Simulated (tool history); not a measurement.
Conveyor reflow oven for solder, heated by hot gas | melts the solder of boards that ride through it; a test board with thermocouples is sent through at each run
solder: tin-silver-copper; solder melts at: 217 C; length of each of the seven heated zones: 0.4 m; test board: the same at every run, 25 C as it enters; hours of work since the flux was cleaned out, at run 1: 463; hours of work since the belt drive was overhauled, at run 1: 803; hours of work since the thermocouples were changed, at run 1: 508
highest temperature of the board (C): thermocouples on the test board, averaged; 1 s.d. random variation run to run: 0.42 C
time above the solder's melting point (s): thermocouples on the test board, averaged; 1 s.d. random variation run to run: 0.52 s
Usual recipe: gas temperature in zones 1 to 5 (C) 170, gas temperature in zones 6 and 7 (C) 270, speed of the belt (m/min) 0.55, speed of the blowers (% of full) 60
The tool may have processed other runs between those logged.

run    hour  gas temperature in zones 1 to 5 (C)  gas temperature in zones 6 and 7 (C)  speed of the belt (m/min)  speed of the blowers (% of full)  hours of work since the flux was cleaned out  hours of work since the belt drive was overhauled  hours of work since the thermocouples were changed  highest temperature of the board (C)  time above the solder's melting point (s)
  1       0                                  170                                   270                       0.55                                60                                           463                                                803                                                 508                                 245.4                                       56.4
       38.3  -- flux residue cleaned out of gas plates and filters
  2    54.5                                  170                                   270                       0.55                                60                                            11                                                838                                                 543                                   244                                       54.3
  3    99.7                                  170                                   270                       0.55                                60                                            43                                                870                                                 575                                 243.2                                       53.9
      123.4  -- flux residue cleaned out of gas plates and filters, once more
  4   135.2                                  170                                   270                       0.55                                60                                             8                                                892                                                 596                                 250.3                                       62.1
  5   183.7                                  170                                   270                       0.55                                60                                            42                                                926                                                 631                                 250.7                                       62.5
  6   226.3                                  170                                   270                       0.55                                60                                            72                                                956                                                 661                                 249.6                                       61.4
  7   272.9                                  170                                   270                       0.55                                60                                           105                                                989                                                 694                                 249.5                                       61.4
      299.2  -- thermocouples of zones 6 and 7 changed
  8   319.2                                  170                                   270                       0.55                                60                                           137                                               1020                                                  14                                 249.2                                         60
  9   358.6                                  170                                   270                       0.55                                60                                           164                                               1048                                                  42                                 248.1                                       60.4
 10   397.3                                  170                                   270                       0.55                                60                                           192                                               1075                                                  69                                   248                                       59.4
 11   421.7                                  179                                   270                       0.55                                60                                           209                                               1092                                                  86                                 250.2                                       65.8
 12     448                                  179                                   270                       0.55                                60                                           227                                               1111                                                 105                                 249.8                                       65.9
 13   485.4                                  170                                   276                       0.55                                60                                           254                                               1137                                                 131                                 253.2                                       64.3
 14   526.2                                  165                                   276                       0.55                                60                                           282                                               1166                                                 160                                 251.7                                       60.8
      545.7  -- belt drive overhauled, speed set with a stopwatch
 15     555                                  170                                   270                       0.55                                60                                           300                                                  7                                                 178                                 246.6                                       55.8
 16   591.6                                  158                                   270                      0.485                                60                                           326                                                 32                                                 203                                 248.6                                       62.7
 17   637.6                                  158                                   270                      0.485                                60                                           358                                                 65                                                 236                                 248.7                                       62.7
 18   659.2                                  158                                   270                      0.485                                60                                           373                                                 80                                                 251                                 248.1                                       62.5
 19   694.2                                  158                                   270                      0.485                                60                                           398                                                105                                                 276                                 248.8                                       61.3
 20   720.1                                  158                                   270                      0.485                                60                                           416                                                123                                                 294                                 248.3                                       62.7
 21   751.6                                  158                                   270                      0.485                                60                                           439                                                145                                                 316                                 248.4                                       62.5
 22   771.6                                  174                                   270                       0.55                                60                                           453                                                159                                                 330                                 246.1                                       57.1
 23   810.2                                  170                                   270                      0.549                                60                                           480                                                186                                                 357                                 244.6                                       54.8
      827.4  -- flux residue cleaned out of gas plates and filters
 24   856.4                                  160                                   261                       0.55                                60                                            20                                                215                                                 386                                 239.4                                       45.9
 25   884.5                                  162                                   282                      0.606                                85                                            40                                                235                                                 406                                 262.7                                       62.1
 26   927.3                                  168                                   273                       0.55                                65                                            70                                                265                                                 436                                 252.2                                       62.9
 27   971.4                                  168                                   273                       0.55                                65                                           102                                                297                                                 468                                 252.7                                       63.2
 28  1003.5                                  183                                   263                       0.55                                65                                           124                                                319                                                 490                                   246                                       64.6
 29    1053                                  181                                   270                       0.55                                70                                           159                                                354                                                 525                                   254                                       68.9

Predict each of these 3 candidate next runs independently; none follows another, all start after run 29:
  A  1102.3                                  163                                   270                      0.617                                60                                           194                                                389                                                 560                                     ?                                          ?
  B  1102.3                                  162                                   273                       0.55                                76                                           194                                                389                                                 560                                     ?                                          ?
  C  1102.3                                  178                                   270                      0.629                                72                                           194                                                389                                                 560                                     ?                                          ?

run  highest temperature of the board (C)  time above the solder's melting point (s)
  A                                 241.5                                       41.2
  B                                 254.2                                       62.7
  C                                 248.8                                       54.5
Stripped of hidden state, with their random variation kept, the same runs would have yielded:
run  highest temperature of the board (C)  time above the solder's melting point (s)
  A                                 242.9                                       42.8
  B                                 255.5                                       63.7
  C                                 250.2                                       55.7
